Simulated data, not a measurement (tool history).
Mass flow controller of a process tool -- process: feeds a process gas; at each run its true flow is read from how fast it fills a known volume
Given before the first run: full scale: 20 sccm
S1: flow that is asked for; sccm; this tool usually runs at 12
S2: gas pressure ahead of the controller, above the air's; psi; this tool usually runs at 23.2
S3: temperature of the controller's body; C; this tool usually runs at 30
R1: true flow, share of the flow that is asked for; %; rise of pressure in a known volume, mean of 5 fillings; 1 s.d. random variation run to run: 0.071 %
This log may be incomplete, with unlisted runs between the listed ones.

run	hour	S1	S2	S3	R1
1	0.0	12	23.2	30	99.24
2	286.7	12	23.2	30	99.37
3	560.0	12	23.2	30	99.20
4	781.9	12	23.2	30	99.12
5	964.5	12	23.2	30	99.17
6	1235.9	12	23.2	30	99.16
7	1433.0	12	23.2	30	99.12
8	1663.2	12	23.2	30	99.17
9	1868.1	8	23.2	30	98.85
10	2077.3	12	23.2	23	98.85
11	2338.9	12	23.2	23	98.77
12	2668.0	12	39.3	30	98.92
13	3002.8	12	39.3	30	98.74
14	3330.1	4	39.3	30	98.34
15	3702.4	4	39.3	30	98.30
16	3869.9	4	39.3	30	98.39
17	4040.3	12	23.2	30	98.97
# hour 4057.0: controller's zero set anew
18	4397.4	6	23.2	30	98.67
19	4759.0	12	20.3	30	98.97
20	4918.0	12	20.3	30	98.95
# hour 5178.4: controller's zero set anew, once more
21	5178.4	12	23.2	30	98.64
22	5539.8	12	23.2	30	98.76
23	5760.6	12	23.6	30	98.81
24	6066.1	12	23.2	30	98.73
25	6343.1	10	35.1	36	98.76
26	6581.3	3	35.1	32	98.11
27	6940.5	3	23.9	28	98.09
28	7240.4	5	25.7	32	98.15
29	7523.0	5	25.7	32	98.06

Run 30, settings as shown, results not yet in. Your forecast:
30	7838.5	11	23.2	30	?

R1: 98.54 %
Take away the tool's hidden state, keep the run-to-run variation as it was, and the same run would have given R1 99.34 %.
